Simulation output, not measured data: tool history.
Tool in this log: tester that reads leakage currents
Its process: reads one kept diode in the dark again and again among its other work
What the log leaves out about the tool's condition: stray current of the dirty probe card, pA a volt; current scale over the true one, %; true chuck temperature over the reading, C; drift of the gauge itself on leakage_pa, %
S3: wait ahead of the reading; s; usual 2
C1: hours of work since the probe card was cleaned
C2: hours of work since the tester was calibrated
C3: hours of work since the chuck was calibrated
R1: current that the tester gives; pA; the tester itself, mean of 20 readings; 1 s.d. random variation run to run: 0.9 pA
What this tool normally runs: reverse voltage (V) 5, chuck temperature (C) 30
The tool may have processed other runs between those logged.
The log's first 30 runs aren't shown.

run 31 hour=4885.7 | reverse_voltage_(V)=2.75 chuck_temperature_(C)=58 S3=0.35 | C1=1508 C2=3043 C3=723 | R1=1737.93
run 32 hour=5120.3 | reverse_voltage_(V)=11.35 chuck_temperature_(C)=46 S3=0.36 | C1=1652 C2=3187 C3=868 | R1=1623.59
run 33 hour=5305.9 | reverse_voltage_(V)=1.65 chuck_temperature_(C)=46 S3=5.9 | C1=1766 C2=3301 C3=982 | R1=549.22
run 34 hour=5459.9 | reverse_voltage_(V)=5.69 chuck_temperature_(C)=48 S3=2.8 | C1=1861 C2=3396 C3=1076 | R1=1269.65
run 35 hour=5572.8 | reverse_voltage_(V)=6.59 chuck_temperature_(C)=30 S3=2 | C1=1930 C2=3465 C3=1146 | R1=347.64
run 36 hour=5785.4 | reverse_voltage_(V)=6.59 chuck_temperature_(C)=30 S3=2 | C1=2061 C2=3596 C3=1277 | R1=345.13
run 37 hour=5917 | reverse_voltage_(V)=6.59 chuck_temperature_(C)=30 S3=2 | C1=2142 C2=3677 C3=1358 | R1=343.05
-- hour=6039.8 probe card cleaned and baked
run 38 hour=6118.4 | reverse_voltage_(V)=1.06 chuck_temperature_(C)=37 S3=2 | C1=48 C2=3799 C3=1480 | R1=209.77
run 39 hour=6241.7 | reverse_voltage_(V)=1.06 chuck_temperature_(C)=37 S3=2 | C1=124 C2=3875 C3=1555 | R1=209.28
run 40 hour=6339.7 | reverse_voltage_(V)=2.67 chuck_temperature_(C)=37 S3=3.04 | C1=184 C2=3935 C3=1616 | R1=348.87

Below are 3 alternative next runs, each starting from the tool's condition after run 40. Predict each:
run A hour=6476.9 | reverse_voltage_(V)=4.38 chuck_temperature_(C)=42 S3=0.54 | C1=269 C2=4019 C3=1700 | R1=?
run B hour=6476.9 | reverse_voltage_(V)=17.79 chuck_temperature_(C)=49 S3=5.88 | C1=269 C2=4019 C3=1700 | R1=?
run C hour=6476.9 | reverse_voltage_(V)=4.39 chuck_temperature_(C)=37 S3=1.68 | C1=269 C2=4019 C3=1700 | R1=?

run=A R1=678.16
run=B R1=2492.12
run=C R1=462.3
With the hidden condition removed and each run's random variation left untouched, the same runs would have given:
run=A R1=718.38
run=B R1=2635.55
run=C R1=489.91

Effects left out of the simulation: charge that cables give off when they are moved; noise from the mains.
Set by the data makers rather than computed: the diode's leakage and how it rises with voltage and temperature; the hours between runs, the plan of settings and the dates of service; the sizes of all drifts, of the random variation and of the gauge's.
